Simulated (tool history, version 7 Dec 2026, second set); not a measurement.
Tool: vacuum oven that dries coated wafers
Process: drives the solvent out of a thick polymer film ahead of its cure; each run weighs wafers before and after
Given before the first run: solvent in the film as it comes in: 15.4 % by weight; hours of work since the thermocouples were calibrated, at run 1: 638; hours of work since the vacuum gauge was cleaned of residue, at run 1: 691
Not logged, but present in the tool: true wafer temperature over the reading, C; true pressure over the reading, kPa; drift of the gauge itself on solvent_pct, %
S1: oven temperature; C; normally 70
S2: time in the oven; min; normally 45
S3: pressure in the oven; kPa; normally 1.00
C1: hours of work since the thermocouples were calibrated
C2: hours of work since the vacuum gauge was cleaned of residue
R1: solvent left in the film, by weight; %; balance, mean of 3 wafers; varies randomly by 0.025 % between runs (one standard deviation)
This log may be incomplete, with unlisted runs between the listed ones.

| run | hour | S1 | S2 | S3 | C1 | C2 | R1 |
|---|---|---|---|---|---|---|---|
| 1 | 0.0 | 70 | 45 | 1.00 | 638 | 691 | 2.90 |
| 2 | 34.9 | 70 | 45 | 1.00 | 655 | 708 | 2.90 |
| 3 | 65.1 | 70 | 45 | 1.00 | 670 | 722 | 2.91 |
| 4 | 84.7 | 64 | 45 | 1.00 | 679 | 731 | 5.10 |
| 5 | 103.3 | 70 | 45 | 1.00 | 688 | 740 | 2.90 |
| 6 | 129.1 | 70 | 45 | 0.51 | 700 | 753 | 2.82 |
| 7 | 157.6 | 70 | 45 | 0.51 | 714 | 766 | 2.81 |
| 8 | 187.7 | 70 | 45 | 0.51 | 729 | 781 | 2.85 |
| 9 | 216.7 | 70 | 45 | 1.00 | 742 | 795 | 2.99 |
| 10 | 234.2 | 70 | 45 | 0.74 | 751 | 803 | 2.89 |
| 11 | 269.4 | 70 | 45 | 0.74 | 768 | 820 | 2.95 |
| 12 | 304.6 | 70 | 45 | 0.74 | 785 | 837 | 2.88 |
| 13 | 345.4 | 70 | 45 | 1.00 | 804 | 857 | 2.97 |
| 14 | 369.3 | 70 | 45 | 1.27 | 816 | 868 | 3.03 |
| 15 | 391.7 | 70 | 45 | 1.27 | 827 | 879 | 3.05 |
| 16 | 431.0 | 70 | 45 | 1.00 | 845 | 898 | 2.96 |
| 17 | 465.7 | 70 | 45 | 1.00 | 862 | 914 | 2.98 |
| 18 | 493.7 | 70 | 45 | 1.00 | 876 | 928 | 3.02 |
| 19 | 519.7 | 65 | 45 | 1.00 | 888 | 940 | 4.79 |
| 20 | 557.4 | 70 | 45 | 2.26 | 906 | 958 | 3.30 |
| 21 | 576.0 | 58 | 45 | 1.63 | 915 | 967 | 7.54 |
| 22 | 599.3 | 58 | 45 | 1.63 | 926 | 979 | 7.57 |
| 23 | 639.0 | 58 | 45 | 1.63 | 945 | 998 | 7.60 |
|  | 651.7 | vacuum gauge cleaned of residue and calibrated |
| 24 | 657.8 | 58 | 45 | 1.63 | 954 | 3 | 7.54 |
| 25 | 680.9 | 75 | 31 | 0.82 | 965 | 14 | 2.82 |
| 26 | 699.4 | 74 | 71 | 2.71 | 974 | 23 | 1.05 |
|  | 703.3 | oven's thermocouples calibrated |
| 27 | 733.0 | 74 | 71 | 2.71 | 14 | 38 | 1.10 |
| 28 | 769.0 | 69 | 71 | 2.71 | 32 | 55 | 2.09 |
| 29 | 806.6 | 64 | 71 | 2.71 | 50 | 73 | 3.72 |
| 30 | 846.6 | 64 | 71 | 2.71 | 69 | 93 | 3.71 |
| 31 | 875.4 | 70 | 62 | 1.01 | 83 | 107 | 1.84 |
| 32 | 896.4 | 70 | 62 | 1.01 | 93 | 117 | 1.84 |
|  | 935.7 | oven's thermocouples calibrated, once more |
| 33 | 935.7 | 65 | 62 | 0.83 | 0 | 134 | 3.08 |
| 34 | 963.9 | 70 | 59 | 1.00 | 14 | 148 | 1.75 |
| 35 | 1000.0 | 69 | 38 | 1.00 | 31 | 165 | 3.79 |
| 36 | 1025.2 | 69 | 38 | 1.00 | 43 | 177 | 3.87 |
| 37 | 1054.6 | 69 | 38 | 1.00 | 57 | 192 | 3.84 |
| 38 | 1085.5 | 74 | 45 | 2.37 | 72 | 206 | 1.88 |
| 39 | 1124.9 | 74 | 45 | 2.37 | 91 | 225 | 1.89 |

Forecast each of these 3 alternatives for the next run:
| A | 1151.7 | 74 | 56 | 2.37 | 104 | 238 | ? |
| B | 1151.7 | 74 | 32 | 2.37 | 104 | 238 | ? |
| C | 1151.7 | 59 | 26 | 3.90 | 104 | 238 | ? |

| run | R1 |
|---|---|
| A | 1.35 |
| B | 3.13 |
| C | 9.35 |
With the hidden condition removed and each run's random variation left untouched, the same runs would have given:
| run | R1 |
|---|---|
| A | 1.29 |
| B | 3.03 |
| C | 9.26 |
